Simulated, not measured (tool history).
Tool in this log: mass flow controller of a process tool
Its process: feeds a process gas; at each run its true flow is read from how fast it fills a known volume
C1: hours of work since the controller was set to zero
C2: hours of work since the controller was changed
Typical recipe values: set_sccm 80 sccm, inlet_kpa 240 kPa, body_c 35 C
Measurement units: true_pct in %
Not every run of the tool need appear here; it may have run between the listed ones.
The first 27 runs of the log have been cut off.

{"run": 28, "hour": 11441.6, "set_sccm": 49, "inlet_kpa": 243, "body_c": 35, "C1": 1915, "C2": 7650, "true_pct": 96.27}
{"run": 29, "hour": 11788.3, "set_sccm": 49, "inlet_kpa": 243, "body_c": 35, "C1": 2063, "C2": 7799, "true_pct": 96.43}
{"run": 30, "hour": 12275.6, "set_sccm": 49, "inlet_kpa": 243, "body_c": 36, "C1": 2272, "C2": 8007, "true_pct": 96.3}
{"run": 31, "hour": 12704.4, "set_sccm": 49, "inlet_kpa": 243, "body_c": 36, "C1": 2456, "C2": 8191, "true_pct": 96.34}
{"run": 32, "hour": 13113.5, "set_sccm": 18, "inlet_kpa": 240, "body_c": 33, "C1": 2631, "C2": 8366, "true_pct": 97.43}
{"run": 33, "hour": 13455.6, "set_sccm": 18, "inlet_kpa": 240, "body_c": 33, "C1": 2778, "C2": 8513, "true_pct": 97.59}
{"run": 34, "hour": 13757.8, "set_sccm": 47, "inlet_kpa": 240, "body_c": 34, "C1": 2907, "C2": 8643, "true_pct": 96.54}
{"run": 35, "hour": 14130.6, "set_sccm": 13, "inlet_kpa": 278, "body_c": 35, "C1": 3067, "C2": 8802, "true_pct": 98.6}
{"run": 36, "hour": 14489.6, "set_sccm": 67, "inlet_kpa": 275, "body_c": 26, "C1": 3221, "C2": 8956, "true_pct": 97.25}
{"run": 37, "hour": 14877.3, "set_sccm": 67, "inlet_kpa": 275, "body_c": 26, "C1": 3387, "C2": 9122, "true_pct": 97.3}
{"run": 38, "hour": 15411.7, "set_sccm": 67, "inlet_kpa": 275, "body_c": 26, "C1": 3616, "C2": 9352, "true_pct": 97.29}
{"run": 39, "hour": 15983.3, "set_sccm": 42, "inlet_kpa": 168, "body_c": 35, "C1": 3861, "C2": 9597, "true_pct": 96.99}
{"run": 40, "hour": 16252.2, "set_sccm": 42, "inlet_kpa": 168, "body_c": 21, "C1": 3977, "C2": 9712, "true_pct": 98}
{"run": 41, "hour": 16702.8, "set_sccm": 37, "inlet_kpa": 242, "body_c": 22, "C1": 4170, "C2": 9905, "true_pct": 97.88}
{"run": 42, "hour": 17235.9, "set_sccm": 64, "inlet_kpa": 237, "body_c": 21, "C1": 4398, "C2": 10133, "true_pct": 97.83}
{"run": 43, "hour": 17588.6, "set_sccm": 64, "inlet_kpa": 237, "body_c": 21, "C1": 4549, "C2": 10285, "true_pct": 97.89}
{"run": 44, "hour": 18054.1, "set_sccm": 80, "inlet_kpa": 144, "body_c": 22, "C1": 4749, "C2": 10484, "true_pct": 98.31}
{"run": 45, "hour": 18295.1, "set_sccm": 28, "inlet_kpa": 240, "body_c": 38, "C1": 4852, "C2": 10587, "true_pct": 97.26}
{"run": 46, "hour": 18866.9, "set_sccm": 28, "inlet_kpa": 240, "body_c": 38, "C1": 5097, "C2": 10832, "true_pct": 97.38}
{"run": 47, "hour": 19343.8, "set_sccm": 28, "inlet_kpa": 240, "body_c": 38, "C1": 5302, "C2": 11037, "true_pct": 97.49}
{"run": 48, "hour": 19740.9, "set_sccm": 28, "inlet_kpa": 240, "body_c": 38, "C1": 5472, "C2": 11207, "true_pct": 97.51}
{"run": 49, "hour": 20049.6, "set_sccm": 80, "inlet_kpa": 240, "body_c": 24, "C1": 5604, "C2": 11339, "true_pct": 97.77}

3 options for the next run, each taken on its own from the tool as it stands now. Forecast them:
{"hour": 20364.7, "done": "controller's zero set anew"}
{"run": "A", "hour": 20473.8, "set_sccm": 18, "inlet_kpa": 220, "body_c": 24, "C1": 47, "C2": 11521, "true_pct": "?"}
{"hour": 20364.7, "done": "controller's zero set anew"}
{"run": "B", "hour": 20473.8, "set_sccm": 11, "inlet_kpa": 280, "body_c": 35, "C1": 47, "C2": 11521, "true_pct": "?"}
{"hour": 20364.7, "done": "controller's zero set anew"}
{"run": "C", "hour": 20473.8, "set_sccm": 26, "inlet_kpa": 240, "body_c": 35, "C1": 47, "C2": 11521, "true_pct": "?"}

run=A true_pct=94.88
run=B true_pct=93.69
run=C true_pct=94.14
Take away the tool's hidden state, keep each run's random variation, and the runs would have read:
run=A true_pct=97.5
run=B true_pct=96.16
run=C true_pct=96.83
